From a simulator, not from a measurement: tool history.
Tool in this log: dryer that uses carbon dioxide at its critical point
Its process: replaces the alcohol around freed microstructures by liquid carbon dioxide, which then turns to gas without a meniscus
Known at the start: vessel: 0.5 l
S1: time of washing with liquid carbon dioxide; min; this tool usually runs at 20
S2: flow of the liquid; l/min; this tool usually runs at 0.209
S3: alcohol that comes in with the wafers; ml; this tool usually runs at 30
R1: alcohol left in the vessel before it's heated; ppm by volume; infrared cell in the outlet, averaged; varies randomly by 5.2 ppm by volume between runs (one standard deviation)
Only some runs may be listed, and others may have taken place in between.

run,hour,S1,S2,S3,R1
1,0.0,20,0.209,30,334
2,8.0,20,0.209,30,349
# hour 16.0: inlet filter changed
3,22.2,20,0.275,30,217
4,30.0,20,0.275,30,221
5,44.9,20,0.306,30,227
6,57.3,20,0.209,33,308
7,68.7,20,0.209,33,310
8,80.9,20,0.209,111,552
9,91.1,20,0.209,111,557
10,106.3,20,0.190,30,406
11,121.3,20,0.190,30,413
12,130.0,16,0.209,30,566
13,142.2,16,0.209,30,598
# hour 151.9: purifier's bed changed
14,159.7,25,0.209,30,24
15,168.6,20,0.209,30,102
16,179.9,20,0.180,30,264
17,187.3,20,0.180,30,271
18,199.1,20,0.180,30,272
19,209.8,20,0.180,30,281
20,221.4,16,0.281,28,79
21,228.4,29,0.223,87,31
22,243.1,26,0.233,30,31
23,257.0,12,0.125,117,26302
24,267.5,17,0.197,21,319
25,277.8,17,0.188,40,725
26,292.1,17,0.188,40,729
27,301.7,17,0.125,85,7736
28,310.1,22,0.245,118,116
29,318.8,26,0.141,80,823
30,333.2,26,0.141,80,834
31,345.7,25,0.209,32,92
32,352.2,27,0.209,42,89
33,362.6,27,0.209,42,87
34,377.1,20,0.168,30,524
35,384.4,18,0.153,47,1834
36,392.9,20,0.331,42,68
37,400.6,20,0.202,83,517

Forecast each of these 5 alternatives for the next run:
A,413.3,31,0.164,83,?
B,413.3,15,0.202,83,?
C,413.3,20,0.202,80,?
D,413.3,20,0.209,36,?
E,413.3,31,0.232,36,?

run,R1
A,186
B,2069
C,507
D,247
E,89
What these runs would have given with no unlogged condition in the tool:
run,R1
A,63
B,1405
C,269
D,108
E,12
